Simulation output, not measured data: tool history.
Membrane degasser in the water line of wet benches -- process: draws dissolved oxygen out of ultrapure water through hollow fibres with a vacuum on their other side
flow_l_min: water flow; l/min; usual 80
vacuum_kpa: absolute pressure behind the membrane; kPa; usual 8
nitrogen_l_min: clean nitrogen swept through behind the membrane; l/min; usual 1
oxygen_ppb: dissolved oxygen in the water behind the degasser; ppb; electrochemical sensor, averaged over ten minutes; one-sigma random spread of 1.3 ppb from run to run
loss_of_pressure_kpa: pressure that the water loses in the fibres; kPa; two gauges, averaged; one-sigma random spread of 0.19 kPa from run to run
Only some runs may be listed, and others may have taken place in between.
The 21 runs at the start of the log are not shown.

| run | hour | flow_l_min | vacuum_kpa | nitrogen_l_min | hours since the membrane was changed | hours since the vacuum gauge was calibrated | hours since the vacuum lines were made tight | oxygen_ppb | loss_of_pressure_kpa |
|---|---|---|---|---|---|---|---|---|---|
| 22 | 5729.4 | 60 | 10.11 | 0.5 | 575 | 4887 | 4162 | 1080 | 30.04 |
| 23 | 5886.2 | 60 | 10.11 | 0.5 | 732 | 5044 | 4319 | 1076 | 29.94 |
| 24 | 6126 | 91 | 15.61 | 0.5 | 972 | 5284 | 4559 | 2224.7 | 45.39 |
| 25 | 6352 | 103 | 15.61 | 0.84 | 1198 | 5510 | 4785 | 1834.6 | 51.62 |
|  | 6467.4 | vacuum gauge calibrated |
| 26 | 6540 | 63 | 19.64 | 0.84 | 1386 | 73 | 4972 | 1755.9 | 31.32 |
| 27 | 6690.3 | 63 | 19.64 | 0.84 | 1536 | 223 | 5123 | 1745.5 | 31.33 |
| 28 | 6861.1 | 63 | 19.64 | 0.84 | 1707 | 394 | 5294 | 1744.7 | 31.72 |
| 29 | 7009.8 | 85 | 6 | 0.43 | 1855 | 542 | 5442 | 593.1 | 42.57 |
| 30 | 7284.4 | 70 | 15.32 | 1.25 | 2130 | 817 | 5717 | 1110.8 | 35.23 |
| 31 | 7538.9 | 80 | 19.41 | 0.57 | 2384 | 1072 | 5971 | 2444.4 | 39.93 |
| 32 | 7804.8 | 87 | 19.41 | 2.17 | 2650 | 1337 | 6237 | 1136.6 | 43.31 |

Alternative continuations, all from the tool just after run 32; predict every row:
| A | 7961.8 | 105 | 18.05 | 2.17 | 2807 | 1494 | 6394 | ? | ? |
| B | 7961.8 | 80 | 4.99 | 0.76 | 2807 | 1494 | 6394 | ? | ? |
| C | 7961.8 | 87 | 5.51 | 2.17 | 2807 | 1494 | 6394 | ? | ? |
| D | 7961.8 | 67 | 8 | 0.48 | 2807 | 1494 | 6394 | ? | ? |

| run | oxygen_ppb | loss_of_pressure_kpa |
|---|---|---|
| A | 1210.4 | 52.49 |
| B | 276.4 | 40.21 |
| C | 182.4 | 43.65 |
| D | 828.8 | 33.7 |
Had the tool no hidden state, the same runs would have come out as:
| run | oxygen_ppb | loss_of_pressure_kpa |
|---|---|---|
| A | 1226 | 52.49 |
| B | 279.9 | 40.2 |
| C | 184.7 | 43.64 |
| D | 839.5 | 33.7 |
